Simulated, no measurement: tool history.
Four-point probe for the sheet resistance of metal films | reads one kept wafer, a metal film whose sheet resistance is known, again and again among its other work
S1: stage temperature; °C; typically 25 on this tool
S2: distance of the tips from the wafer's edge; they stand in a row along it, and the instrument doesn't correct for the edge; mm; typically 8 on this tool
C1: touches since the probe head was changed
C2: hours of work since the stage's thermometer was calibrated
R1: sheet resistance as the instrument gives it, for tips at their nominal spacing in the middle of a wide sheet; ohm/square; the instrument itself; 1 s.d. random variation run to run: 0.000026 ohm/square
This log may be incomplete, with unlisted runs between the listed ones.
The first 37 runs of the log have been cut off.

Run 38, hour 2271.1: usual settings but S1 22 °C, S2 72 mm; C1 25637; C2 197. Result: R1 0.12841 ohm/square.
Run 39, hour 2331.2: usual settings but S1 30 °C, S2 14 mm; C1 27481; C2 229. Result: R1 0.129415 ohm/square.
Run 40, hour 2378.3: usual settings but S1 27 °C, S2 12 mm; C1 28927; C2 254. Result: R1 0.129063 ohm/square.
Run 41, hour 2425.5: usual settings but S1 27 °C, S2 12 mm; C1 30377; C2 280. Result: R1 0.129064 ohm/square.
Run 42, hour 2509.5: usual settings but S1 27 °C, S2 12 mm; C1 32954; C2 324. Result: R1 0.12905 ohm/square.
Run 43, hour 2557.9: usual settings but S1 28 °C; C1 34439; C2 350. Result: R1 0.129334 ohm/square.
Run 44, hour 2612.9: usual settings but S1 26 °C, S2 5 mm; C1 36127; C2 380. Result: R1 0.129523 ohm/square.
Run 45, hour 2659.8: usual settings but S1 20 °C, S2 5 mm; C1 37568; C2 405. Result: R1 0.128836 ohm/square.

Alternative continuations, all from the tool just after run 45; predict every row:
Run A, hour 2729.5: usual settings but S1 31 °C, S2 33 mm; C1 39705; C2 442. Result: R1 ?.
Run B, hour 2729.5: usual settings but S2 3 mm; C1 39705; C2 442. Result: R1 ?.
Run C, hour 2729.5: usual settings but S1 31 °C; C1 39705; C2 442. Result: R1 ?.

run        R1
  A  0.129427
  B  0.130678
  C  0.129687
With the hidden condition removed and each run's random variation left untouched, the same runs would have given:
run        R1
  A   0.12942
  B  0.130672
  C  0.129681
